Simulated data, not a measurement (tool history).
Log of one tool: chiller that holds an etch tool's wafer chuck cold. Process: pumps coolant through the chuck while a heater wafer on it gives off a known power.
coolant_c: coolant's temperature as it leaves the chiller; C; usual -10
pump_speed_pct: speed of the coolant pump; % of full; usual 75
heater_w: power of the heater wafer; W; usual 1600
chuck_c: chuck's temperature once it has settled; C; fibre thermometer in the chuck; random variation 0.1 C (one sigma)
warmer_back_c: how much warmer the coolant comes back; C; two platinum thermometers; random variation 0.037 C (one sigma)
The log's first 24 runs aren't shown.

run 25 day=62.917 | coolant_c=-10 pump_speed_pct=99 heater_w=1982 | chuck_c=3.4 warmer_back_c=6.52
run 26 day=65.771 | coolant_c=-10 pump_speed_pct=99 heater_w=1982 | chuck_c=3.2 warmer_back_c=6.56
run 27 day=68.233 | coolant_c=-15 pump_speed_pct=75 heater_w=1864 | chuck_c=0.7 warmer_back_c=8.59
run 28 day=70.671 | coolant_c=-13 pump_speed_pct=75 heater_w=1614 | chuck_c=0.5 warmer_back_c=7.34
run 29 day=72.683 | coolant_c=-1 pump_speed_pct=82 heater_w=1600 | chuck_c=11.5 warmer_back_c=6.62
run 30 day=74.462 | coolant_c=-13 pump_speed_pct=67 heater_w=1480 | chuck_c=0.6 warmer_back_c=7.70
run 31 day=76.908 | coolant_c=-13 pump_speed_pct=90 heater_w=1480 | chuck_c=-2.3 warmer_back_c=5.49
run 32 day=79.338 | coolant_c=-13 pump_speed_pct=90 heater_w=1480 | chuck_c=-2.3 warmer_back_c=5.49
run 33 day=82.104 | coolant_c=-13 pump_speed_pct=90 heater_w=1592 | chuck_c=-1.5 warmer_back_c=6.00

3 ways to go on from here, each from the tool as it stands after run 33. What would each give?
run A day=85.562 | coolant_c=-9 pump_speed_pct=75 heater_w=1651 | chuck_c=? warmer_back_c=?
run B day=85.562 | coolant_c=-6 pump_speed_pct=90 heater_w=1592 | chuck_c=? warmer_back_c=?
run C day=85.562 | coolant_c=-19 pump_speed_pct=85 heater_w=1421 | chuck_c=? warmer_back_c=?

run=A chuck_c=5.0 warmer_back_c=7.61
run=B chuck_c=5.4 warmer_back_c=5.99
run=C chuck_c=-8.4 warmer_back_c=5.67
Without the tool's hidden state the same runs would have given:
run=A chuck_c=3.6 warmer_back_c=7.22
run=B chuck_c=4.3 warmer_back_c=5.68
run=C chuck_c=-9.4 warmer_back_c=5.38
